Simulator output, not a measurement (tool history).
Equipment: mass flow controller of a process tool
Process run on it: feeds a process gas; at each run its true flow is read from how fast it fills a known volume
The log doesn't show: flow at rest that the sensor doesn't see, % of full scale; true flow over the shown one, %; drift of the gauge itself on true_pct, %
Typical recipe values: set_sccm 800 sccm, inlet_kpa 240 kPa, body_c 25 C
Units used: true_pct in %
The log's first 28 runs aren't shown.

run,day,set_sccm,inlet_kpa,body_c,hours of work since the controller was set to zero,hours of work since the controller was changed,true_pct
29,259.983,244,240,24,988,6189,97.94
30,271.508,244,240,31,1160,6361,98.15
31,277.471,244,240,31,1249,6450,98.17
32,289.879,244,240,31,1434,6635,98.13
33,297.754,800,219,21,1552,6753,100.16
34,310.396,800,182,21,1741,6942,100.38
35,318.404,138,210,21,1860,7061,95.95
36,327.796,138,210,21,2000,7201,96
37,334.625,800,153,24,2102,7303,100.54
38,342.667,367,261,24,2223,7423,98.24
39,350.929,369,189,22,2346,7547,98.33
40,359.579,800,216,33,2475,7676,100.74
41,369.042,172,163,29,2616,7817,96.68
42,375.508,542,166,29,2713,7914,99.7
43,386.938,523,174,34,2884,8085,99.82
44,396.508,523,174,34,3027,8228,99.79
45,407.679,523,174,34,3194,8395,99.77
46,414.712,800,240,35,3299,8500,100.74
47,425.812,165,278,27,3464,8665,95.42

5 ways to go on from here, each from the tool as it stands after run 47. What would each give?
A,433.033,409,261,30,3572,8773,?
B,433.033,139,240,23,3572,8773,?
C,433.033,814,153,25,3572,8773,?
D,433.033,165,278,27,3572,8773,?
E,433.033,800,240,37,3572,8773,?

run,true_pct
A,98.51
B,94.62
C,100.69
D,95.38
E,100.94
With the hidden condition removed and each run's random variation left untouched, the same runs would have given:
run,true_pct
A,98.01
B,96.86
C,99.49
D,96.97
E,99.75
